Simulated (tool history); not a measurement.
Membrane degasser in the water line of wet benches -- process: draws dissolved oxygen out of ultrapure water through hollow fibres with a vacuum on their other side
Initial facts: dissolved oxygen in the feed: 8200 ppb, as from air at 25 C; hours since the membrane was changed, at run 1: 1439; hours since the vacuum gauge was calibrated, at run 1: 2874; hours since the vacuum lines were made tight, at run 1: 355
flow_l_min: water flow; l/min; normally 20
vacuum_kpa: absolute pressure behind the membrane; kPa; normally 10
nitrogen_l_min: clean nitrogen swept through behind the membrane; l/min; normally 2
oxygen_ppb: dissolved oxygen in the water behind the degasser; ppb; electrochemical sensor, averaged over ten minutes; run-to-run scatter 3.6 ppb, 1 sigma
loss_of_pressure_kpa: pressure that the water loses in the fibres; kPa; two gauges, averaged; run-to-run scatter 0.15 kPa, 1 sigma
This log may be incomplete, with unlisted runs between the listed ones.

| run | hour | flow_l_min | vacuum_kpa | nitrogen_l_min | hours since the membrane was changed | hours since the vacuum gauge was calibrated | hours since the vacuum lines were made tight | oxygen_ppb | loss_of_pressure_kpa |
|---|---|---|---|---|---|---|---|---|---|
| 1 | 0 | 20 | 10 | 2 | 1439 | 2874 | 355 | 361.9 | 34.7 |
| 2 | 153.9 | 20 | 10 | 2.76 | 1593 | 3028 | 509 | 330 | 34.6 |
| 3 | 411.5 | 20 | 10 | 2.76 | 1850 | 3286 | 767 | 321.2 | 34.86 |
|  | 637.7 | vacuum gauge calibrated |
| 4 | 665.1 | 20 | 10 | 2.76 | 2103 | 27 | 1020 | 328.3 | 34.78 |
| 5 | 858.7 | 17 | 10 | 2 | 2297 | 221 | 1213 | 254.3 | 29.5 |
| 6 | 1095.8 | 17 | 10 | 2 | 2534 | 458 | 1451 | 258 | 29.11 |
| 7 | 1454 | 20 | 13.2 | 2 | 2892 | 816 | 1809 | 434.8 | 34.4 |
| 8 | 1655.4 | 20 | 13.2 | 2 | 3094 | 1018 | 2010 | 434.1 | 34.51 |
| 9 | 1904.1 | 20 | 11.3 | 2 | 3342 | 1266 | 2259 | 394.5 | 34.66 |
| 10 | 2158 | 20 | 10 | 1.05 | 3596 | 1520 | 2513 | 481.8 | 34.57 |
| 11 | 2479.9 | 20 | 10 | 1.05 | 3918 | 1842 | 2835 | 481.1 | 34.37 |
| 12 | 2763.9 | 25 | 10 | 1.05 | 4202 | 2126 | 3119 | 717.1 | 42.85 |
| 13 | 2967.6 | 13 | 10 | 2 | 4406 | 2330 | 3322 | 148.7 | 22.15 |
| 14 | 3117.2 | 20 | 10 | 2 | 4555 | 2479 | 3472 | 361.7 | 34.29 |
| 15 | 3407.3 | 20 | 10 | 2 | 4846 | 2770 | 3762 | 368.7 | 34.27 |
| 16 | 3608.8 | 20 | 10 | 2 | 5047 | 2971 | 3964 | 362.6 | 33.73 |
| 17 | 3780.1 | 17 | 14.6 | 0.96 | 5218 | 3142 | 4135 | 555.6 | 28.84 |
| 18 | 3969.7 | 29 | 9.1 | 1.9 | 5408 | 3332 | 4325 | 749.4 | 49.37 |
|  | 4000.5 | seals of the vacuum lines changed |
|  | 4147.4 | gauge calibrated |
|  | 4147.9 | vacuum gauge calibrated |
| 19 | 4235.2 | 21 | 21.9 | 3.9 | 5671 | 87 | 234 | 475.3 | 36.65 |
| 20 | 4445.2 | 27 | 18 | 5.08 | 5881 | 297 | 444 | 670.7 | 46.93 |
| 21 | 4675.3 | 27 | 18 | 5.08 | 6111 | 527 | 674 | 660.1 | 46.68 |
| 22 | 4891.6 | 20 | 10 | 2.27 | 6327 | 744 | 891 | 347.7 | 34.8 |
| 23 | 5066.4 | 20 | 20.3 | 5.88 | 6502 | 918 | 1065 | 339.3 | 34.75 |
| 24 | 5265.4 | 22 | 20.3 | 1.3 | 6701 | 1117 | 1264 | 859 | 38.27 |
| 25 | 5566.9 | 19 | 20.9 | 5.7 | 7003 | 1419 | 1566 | 317.5 | 32.76 |
| 26 | 5805.8 | 19 | 20.9 | 5.7 | 7242 | 1658 | 1805 | 313.7 | 32.75 |
| 27 | 6125.6 | 13 | 20.9 | 1.7 | 7561 | 1978 | 2125 | 349.4 | 22.48 |
| 28 | 6347.8 | 20 | 23.3 | 2 | 7784 | 2200 | 2347 | 643.2 | 34.32 |
| 29 | 6645.7 | 20 | 17.8 | 2 | 8082 | 2498 | 2645 | 527.1 | 34.28 |
| 30 | 6882.5 | 20 | 11.3 | 2.02 | 8318 | 2735 | 2881 | 400.5 | 34.44 |
| 31 | 7117.1 | 16 | 12.5 | 1.33 | 8553 | 2969 | 3116 | 353.3 | 27.38 |
| 32 | 7354.1 | 20 | 7.6 | 2 | 8790 | 3206 | 3353 | 310.1 | 34.34 |

Below are 4 alternative next runs, each starting from the tool's condition after run 32. Predict each:
|  | 7637.7 | vacuum gauge calibrated |
| A | 7680.8 | 13 | 8.8 | 0.97 | 9116 | 43 | 3679 | ? | ? |
|  | 7637.7 | vacuum gauge calibrated |
| B | 7680.8 | 26 | 9.9 | 1.51 | 9116 | 43 | 3679 | ? | ? |
|  | 7637.7 | vacuum gauge calibrated |
| C | 7680.8 | 27 | 8.9 | 2 | 9116 | 43 | 3679 | ? | ? |
|  | 7637.7 | vacuum gauge calibrated |
| D | 7680.8 | 20 | 6.9 | 2 | 9116 | 43 | 3679 | ? | ? |

| run | oxygen_ppb | loss_of_pressure_kpa |
|---|---|---|
| A | 211.3 | 22.54 |
| B | 668.4 | 44.42 |
| C | 650.1 | 46.36 |
| D | 298.5 | 34.2 |
Without the tool's unlogged condition, the same runs would have read:
| run | oxygen_ppb | loss_of_pressure_kpa |
|---|---|---|
| A | 210.8 | 22.95 |
| B | 665.9 | 45.23 |
| C | 647.4 | 47.22 |
| D | 296.9 | 34.83 |

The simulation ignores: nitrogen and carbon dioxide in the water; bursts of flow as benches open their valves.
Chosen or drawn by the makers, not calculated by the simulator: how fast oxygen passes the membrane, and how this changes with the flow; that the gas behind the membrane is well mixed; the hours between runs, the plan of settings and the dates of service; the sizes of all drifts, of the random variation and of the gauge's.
